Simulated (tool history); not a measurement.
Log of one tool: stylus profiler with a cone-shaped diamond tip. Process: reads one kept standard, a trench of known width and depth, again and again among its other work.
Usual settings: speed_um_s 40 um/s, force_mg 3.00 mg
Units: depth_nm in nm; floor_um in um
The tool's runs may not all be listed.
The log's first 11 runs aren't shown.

run     day  speed_um_s  force_mg  depth_nm  floor_um
 12   6.192          40      3.00    203.77     28.05
 13   6.896          84      3.00    203.73     27.88
 14   7.558          84      3.00    203.78     27.91
 15   8.317          40      3.00    203.80     28.06
 16   8.779          16      3.00    203.78     28.09
 17   9.362          34      2.72    203.50     28.07
 18   9.842          54      4.07    204.65     27.98
 19  10.604          54      4.07    204.57     27.97
 20  11.062          13      6.47    206.36     28.14
 21  11.383          61      2.64    203.42     27.89
 22  11.925          37      1.66    202.42     28.02
 23  12.467          40      2.84    203.58     28.06
 24  12.904          40      2.84    203.63     28.01
 25  13.329          40      2.84    203.59     28.05
 26  13.762          26      1.16    201.82     28.04
 27  14.112          49      3.61    204.23     27.98
 28  14.700          25      1.29    202.04     28.03
 29  15.338         153      4.53    204.91     27.78
 30  16.071         153      4.53    204.91     27.72
 31  16.404         153      4.53    204.98     27.73
 32  16.871          15      1.91    202.73     28.08

Forecast each of these 5 alternatives for the next run:
  A  17.250          67      1.91         ?         ?
  B  17.250          40      6.42         ?         ?
  C  17.250          15      1.10         ?         ?
  D  17.250          16      1.79         ?         ?
  E  17.250          40      6.13         ?         ?

run  depth_nm  floor_um
  A    202.62     27.83
  B    206.25     28.04
  C    201.77     28.03
  D    202.53     28.01
  E    206.09     28.00
Without the tool's hidden state the same runs would have given:
run  depth_nm  floor_um
  A    202.85     27.98
  B    206.48     28.20
  C    202.00     28.18
  D    202.76     28.16
  E    206.32     28.15

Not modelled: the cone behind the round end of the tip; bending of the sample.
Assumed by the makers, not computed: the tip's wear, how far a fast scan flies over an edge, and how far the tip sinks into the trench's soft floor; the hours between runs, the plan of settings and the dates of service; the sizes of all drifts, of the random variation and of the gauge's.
